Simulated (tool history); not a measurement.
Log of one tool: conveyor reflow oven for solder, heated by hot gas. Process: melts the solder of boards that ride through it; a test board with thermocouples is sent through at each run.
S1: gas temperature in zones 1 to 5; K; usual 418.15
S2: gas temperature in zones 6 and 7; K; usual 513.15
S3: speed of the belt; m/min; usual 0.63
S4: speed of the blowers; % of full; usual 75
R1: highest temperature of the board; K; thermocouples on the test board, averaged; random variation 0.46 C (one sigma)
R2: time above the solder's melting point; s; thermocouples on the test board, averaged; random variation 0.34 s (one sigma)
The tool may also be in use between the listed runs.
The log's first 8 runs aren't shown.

{"run": 9, "hour": 338.6, "S1": 418.15, "S2": 513.15, "S3": 0.63, "S4": 75, "R1": 497.15, "R2": 49.4}
{"run": 10, "hour": 394.2, "S1": 418.15, "S2": 513.15, "S3": 0.63, "S4": 75, "R1": 497.55, "R2": 49}
{"run": 11, "hour": 436.3, "S1": 418.15, "S2": 513.15, "S3": 0.63, "S4": 75, "R1": 497.55, "R2": 49}
{"run": 12, "hour": 469.8, "S1": 418.15, "S2": 513.15, "S3": 0.663, "S4": 75, "R1": 496.05, "R2": 45.6}
{"run": 13, "hour": 509.2, "S1": 418.15, "S2": 513.15, "S3": 0.663, "S4": 75, "R1": 495.05, "R2": 45.4}
{"run": 14, "hour": 564.4, "S1": 418.15, "S2": 513.15, "S3": 0.6, "S4": 75, "R1": 497.05, "R2": 52.1}
{"run": 15, "hour": 614.7, "S1": 418.15, "S2": 513.15, "S3": 0.63, "S4": 75, "R1": 495.95, "R2": 48.5}
{"run": 16, "hour": 662.5, "S1": 418.15, "S2": 513.15, "S3": 0.63, "S4": 75, "R1": 495.65, "R2": 48.2}
{"run": 17, "hour": 706.1, "S1": 418.15, "S2": 504.15, "S3": 0.63, "S4": 71, "R1": 486.25, "R2": 43.9}
{"run": 18, "hour": 761.0, "S1": 410.15, "S2": 513.15, "S3": 0.743, "S4": 75, "R1": 487.15, "R2": 34.3}
{"run": 19, "hour": 794.8, "S1": 411.15, "S2": 513.15, "S3": 0.63, "S4": 62, "R1": 489.95, "R2": 43}
{"hour": 826.3, "done": "flux residue cleaned out of gas plates and filters"}
{"run": 20, "hour": 844.7, "S1": 418.15, "S2": 513.15, "S3": 0.644, "S4": 51, "R1": 489.45, "R2": 43.5}
{"run": 21, "hour": 881.2, "S1": 418.15, "S2": 513.15, "S3": 0.644, "S4": 51, "R1": 488.75, "R2": 42.8}
{"run": 22, "hour": 905.7, "S1": 418.15, "S2": 517.15, "S3": 0.63, "S4": 75, "R1": 501.55, "R2": 50.7}
{"run": 23, "hour": 942.5, "S1": 418.15, "S2": 517.15, "S3": 0.63, "S4": 75, "R1": 501.15, "R2": 51.5}
{"run": 24, "hour": 967.5, "S1": 428.15, "S2": 517.15, "S3": 0.503, "S4": 75, "R1": 507.55, "R2": 70.2}
{"run": 25, "hour": 1015.4, "S1": 428.15, "S2": 517.15, "S3": 0.603, "S4": 84, "R1": 504.65, "R2": 57.7}
{"run": 26, "hour": 1050.4, "S1": 415.15, "S2": 528.15, "S3": 0.52, "S4": 75, "R1": 515.55, "R2": 67.1}
{"run": 27, "hour": 1081.3, "S1": 418.15, "S2": 508.15, "S3": 0.73, "S4": 79, "R1": 489.25, "R2": 38.1}
{"run": 28, "hour": 1129.4, "S1": 418.15, "S2": 513.15, "S3": 0.752, "S4": 75, "R1": 489.95, "R2": 37.7}
{"run": 29, "hour": 1165.1, "S1": 423.15, "S2": 510.15, "S3": 0.598, "S4": 54, "R1": 490.25, "R2": 49.5}
{"run": 30, "hour": 1199.8, "S1": 419.15, "S2": 508.15, "S3": 0.63, "S4": 80, "R1": 491.15, "R2": 47.1}
{"run": 31, "hour": 1223.5, "S1": 419.15, "S2": 508.15, "S3": 0.63, "S4": 80, "R1": 491.95, "R2": 47}
{"run": 32, "hour": 1277.4, "S1": 419.15, "S2": 508.15, "S3": 0.63, "S4": 80, "R1": 491.65, "R2": 47.1}

3 ways to go on from here, each from the tool as it stands after run 32. What would each give?
{"run": "A", "hour": 1319.6, "S1": 419.15, "S2": 508.15, "S3": 0.629, "S4": 82, "R1": "?", "R2": "?"}
{"run": "B", "hour": 1319.6, "S1": 404.15, "S2": 505.15, "S3": 0.63, "S4": 80, "R1": "?", "R2": "?"}
{"run": "C", "hour": 1319.6, "S1": 418.15, "S2": 513.15, "S3": 0.63, "S4": 75, "R1": "?", "R2": "?"}

run=A R1=491.35 R2=47.3
run=B R1=486.15 R2=39.7
run=C R1=494.55 R2=48.2
Without the tool's hidden state the same runs would have given:
run=A R1=495.45 R2=48.2
run=B R1=490.45 R2=41.6
run=C R1=498.65 R2=48.9
